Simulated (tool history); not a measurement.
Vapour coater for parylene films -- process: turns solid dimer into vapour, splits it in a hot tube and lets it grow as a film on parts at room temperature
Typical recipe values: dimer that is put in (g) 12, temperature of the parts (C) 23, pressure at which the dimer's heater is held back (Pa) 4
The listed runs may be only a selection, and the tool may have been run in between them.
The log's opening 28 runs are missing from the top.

run	hour	dimer that is put in (g)	temperature of the parts (C)	pressure at which the dimer's heater is held back (Pa)	thickness of the film (um)
29	1338.2	11	17	3.24	5.42
30	1371.3	12	26	3.62	3.93
31	1413.3	12	18	5.52	5.02
32	1472.5	12	18	5.52	4.98
33	1498.7	6	25	3.82	2.04
34	1546.3	6	25	3.82	1.98
# hour 1605.3: table's thermometer calibrated
35	1605.5	5	17	4	2.26
36	1658.8	7	23	4	2.43
37	1697.9	10	23	4.25	3.43
38	1759.1	12	17	4.66	5.13
39	1809.7	12	17	4.66	5.12
40	1869.6	12	17	2.31	5.96
# hour 1931.8: trap's valve overhauled
41	1931.8	12	17	2.31	6.37
42	1963.9	12	23	4	4.43
43	2009.3	12	23	4	4.39
44	2069.1	18	19	2.08	8.9
45	2099.6	18	19	2.08	8.85
46	2148.4	18	19	2.08	8.96

3 ways to go on from here, each from the tool as it stands after run 46. What would each give?
A	2178.8	6	24	2.61	?
B	2178.8	15	19	2.08	?
C	2178.8	5	19	2.08	?

run	thickness of the film (um)
A	2.27
B	7.32
C	2.46
Take away the tool's hidden state, keep each run's random variation, and the runs would have read:
run	thickness of the film (um)
A	2.31
B	7.44
C	2.5

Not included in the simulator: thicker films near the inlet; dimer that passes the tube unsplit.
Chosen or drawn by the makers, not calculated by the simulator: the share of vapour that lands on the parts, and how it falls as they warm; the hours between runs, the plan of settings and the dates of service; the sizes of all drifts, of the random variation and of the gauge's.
